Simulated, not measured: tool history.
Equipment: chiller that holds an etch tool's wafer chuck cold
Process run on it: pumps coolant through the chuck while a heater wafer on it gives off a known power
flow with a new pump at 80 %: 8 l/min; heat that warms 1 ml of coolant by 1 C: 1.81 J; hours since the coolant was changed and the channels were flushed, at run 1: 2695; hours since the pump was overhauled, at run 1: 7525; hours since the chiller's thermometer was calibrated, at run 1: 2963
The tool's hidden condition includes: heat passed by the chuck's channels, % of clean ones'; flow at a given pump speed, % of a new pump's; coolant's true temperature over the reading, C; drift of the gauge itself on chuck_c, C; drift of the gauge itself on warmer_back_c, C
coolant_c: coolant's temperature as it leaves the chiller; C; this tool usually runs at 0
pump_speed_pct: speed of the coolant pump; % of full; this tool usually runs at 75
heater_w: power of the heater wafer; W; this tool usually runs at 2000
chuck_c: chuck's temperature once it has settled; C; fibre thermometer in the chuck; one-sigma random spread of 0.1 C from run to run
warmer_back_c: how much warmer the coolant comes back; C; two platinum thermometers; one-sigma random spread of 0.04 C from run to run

run,hour,coolant_c,pump_speed_pct,heater_w,hours since the coolant was changed and the channels were flushed,hours since the pump was overhauled,hours since the chiller's thermometer was calibrated,chuck_c,warmer_back_c
1,0.0,0,75,2000,2695,7525,2963,20.9,10.23
# hour 83.9: chiller's thermometer calibrated
2,140.3,0,75,2000,2834,7664,56,20.9,10.13
3,346.2,6,75,2000,3040,7870,262,27.2,10.25
4,531.1,6,75,2000,3225,8055,447,27.4,10.22
5,760.1,0,75,2000,3454,8284,676,21.7,10.32
6,853.3,0,75,1793,3548,8377,769,19.6,9.21
7,1013.2,0,75,1793,3707,8537,929,19.6,9.30
8,1206.7,0,75,1793,3901,8731,1123,20.0,9.24
9,1380.4,0,75,1793,4075,8904,1297,20.1,9.38
10,1481.6,0,75,1793,4176,9006,1398,20.0,9.40
11,1657.3,6,75,2000,4352,9181,1573,28.7,10.37
12,1756.4,-7,75,2000,4451,9280,1672,15.4,10.55
13,1979.8,-3,75,2000,4674,9504,1896,20.1,10.51
14,2162.5,0,60,2000,4857,9687,2079,29.1,13.66
15,2366.2,0,60,2000,5060,9890,2282,29.4,13.72
16,2566.6,0,60,2000,5261,10091,2483,29.5,13.73
17,2733.6,-4,75,1112,5428,10258,2650,9.5,5.94
18,2846.4,0,80,2000,5541,10370,2762,22.6,9.95
19,3073.8,-5,80,2136,5768,10598,2990,19.5,10.68
# hour 3132.1: chiller's thermometer calibrated
20,3265.4,0,89,1235,5959,10788,133,12.6,5.54
21,3364.9,0,89,1235,6058,10888,233,12.9,5.53
# hour 3457.7: coolant pump overhauled
22,3462.0,5,74,2574,6150,4,325,32.3,11.78
23,3635.8,5,76,2311,6324,178,499,29.1,10.32
24,3753.4,5,76,2311,6442,296,616,29.3,10.35
25,3969.2,5,76,2311,6657,512,832,29.3,10.37
26,4101.9,8,76,1070,6790,644,965,19.8,4.82
27,4317.2,-8,75,1557,7005,859,1180,9.3,7.13

What will run 28 give?
28,4519.4,9,86,2000,7208,1062,1382,?,?

{"run 28": {"chuck_c": 28.3, "warmer_back_c": 7.89}}
If the tool had no hidden condition, the same run with the same run-to-run variation would have returned chuck_c 24.0 C, warmer_back_c 7.64 C.
